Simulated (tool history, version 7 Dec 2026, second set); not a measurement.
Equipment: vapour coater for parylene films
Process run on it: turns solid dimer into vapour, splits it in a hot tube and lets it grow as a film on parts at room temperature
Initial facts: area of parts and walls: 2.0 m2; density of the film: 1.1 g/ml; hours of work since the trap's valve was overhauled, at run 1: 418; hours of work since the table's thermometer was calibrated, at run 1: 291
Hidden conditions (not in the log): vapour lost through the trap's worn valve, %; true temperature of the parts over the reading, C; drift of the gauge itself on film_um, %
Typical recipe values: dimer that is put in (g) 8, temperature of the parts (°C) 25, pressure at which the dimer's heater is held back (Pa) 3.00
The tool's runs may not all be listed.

| run | hour | dimer that is put in (g) | temperature of the parts (°C) | pressure at which the dimer's heater is held back (Pa) | hours of work since the trap's valve was overhauled | hours of work since the table's thermometer was calibrated | thickness of the film (nm) |
|---|---|---|---|---|---|---|---|
| 1 | 0.0 | 8 | 25 | 3.00 | 418 | 291 | 1942 |
| 2 | 27.9 | 8 | 25 | 2.63 | 438 | 311 | 1976 |
| 3 | 47.6 | 8 | 25 | 3.00 | 452 | 325 | 1945 |
| 4 | 78.5 | 8 | 25 | 3.00 | 474 | 347 | 1946 |
| 5 | 100.1 | 8 | 25 | 3.00 | 490 | 363 | 1935 |
| 6 | 121.6 | 8 | 25 | 3.00 | 505 | 378 | 1926 |
| 7 | 145.7 | 8 | 25 | 3.00 | 522 | 395 | 1923 |
| 8 | 161.1 | 8 | 25 | 3.00 | 533 | 406 | 1926 |
| 9 | 175.4 | 8 | 25 | 3.00 | 543 | 417 | 1932 |
| 10 | 204.5 | 8 | 25 | 3.00 | 564 | 437 | 1929 |
| 11 | 222.4 | 8 | 25 | 3.00 | 577 | 450 | 1922 |
| 12 | 242.2 | 12 | 25 | 3.00 | 591 | 464 | 2867 |
| 13 | 256.2 | 12 | 25 | 3.00 | 601 | 474 | 2877 |
| 14 | 269.4 | 12 | 25 | 3.00 | 611 | 484 | 2881 |
|  | 279.7 | gauge calibrated |
| 15 | 295.7 | 12 | 25 | 3.00 | 629 | 502 | 2928 |
| 16 | 317.7 | 12 | 25 | 3.00 | 645 | 518 | 2934 |
| 17 | 342.8 | 5 | 27 | 2.02 | 663 | 536 | 1199 |
|  | 362.1 | trap's valve overhauled |
| 18 | 369.1 | 8 | 25 | 2.98 | 5 | 552 | 1938 |
| 19 | 392.7 | 8 | 25 | 2.98 | 22 | 569 | 1941 |
| 20 | 422.2 | 4 | 20 | 2.98 | 43 | 590 | 1093 |
| 21 | 448.1 | 4 | 20 | 2.98 | 61 | 608 | 1093 |
| 22 | 473.8 | 8 | 22 | 5.86 | 80 | 627 | 1930 |
| 23 | 496.1 | 4 | 29 | 2.56 | 96 | 643 | 898 |
| 24 | 511.2 | 4 | 29 | 2.56 | 106 | 654 | 884 |
| 25 | 536.6 | 5 | 21 | 9.66 | 125 | 672 | 1164 |
| 26 | 562.7 | 5 | 21 | 9.66 | 143 | 690 | 1157 |
| 27 | 575.7 | 8 | 26 | 3.00 | 152 | 700 | 1862 |
| 28 | 593.7 | 8 | 26 | 3.00 | 165 | 712 | 1851 |
| 29 | 622.5 | 8 | 28 | 6.33 | 186 | 733 | 1628 |
| 30 | 650.4 | 8 | 18 | 2.59 | 206 | 753 | 2293 |
| 31 | 665.9 | 10 | 35 | 3.00 | 217 | 764 | 1857 |
| 32 | 696.2 | 6 | 25 | 5.14 | 239 | 786 | 1337 |

3 ways to go on from here, each from the tool as it stands after run 32. What would each give?
| A | 716.8 | 10 | 29 | 9.37 | 253 | 800 | ? |
| B | 716.8 | 7 | 28 | 2.79 | 253 | 800 | ? |
| C | 716.8 | 4 | 25 | 7.09 | 253 | 800 | ? |

| run | thickness of the film (nm) |
|---|---|
| A | 1888 |
| B | 1543 |
| C | 866 |
Take away the tool's hidden state, keep each run's random variation, and the runs would have read:
| run | thickness of the film (nm) |
|---|---|
| A | 1946 |
| B | 1590 |
| C | 893 |

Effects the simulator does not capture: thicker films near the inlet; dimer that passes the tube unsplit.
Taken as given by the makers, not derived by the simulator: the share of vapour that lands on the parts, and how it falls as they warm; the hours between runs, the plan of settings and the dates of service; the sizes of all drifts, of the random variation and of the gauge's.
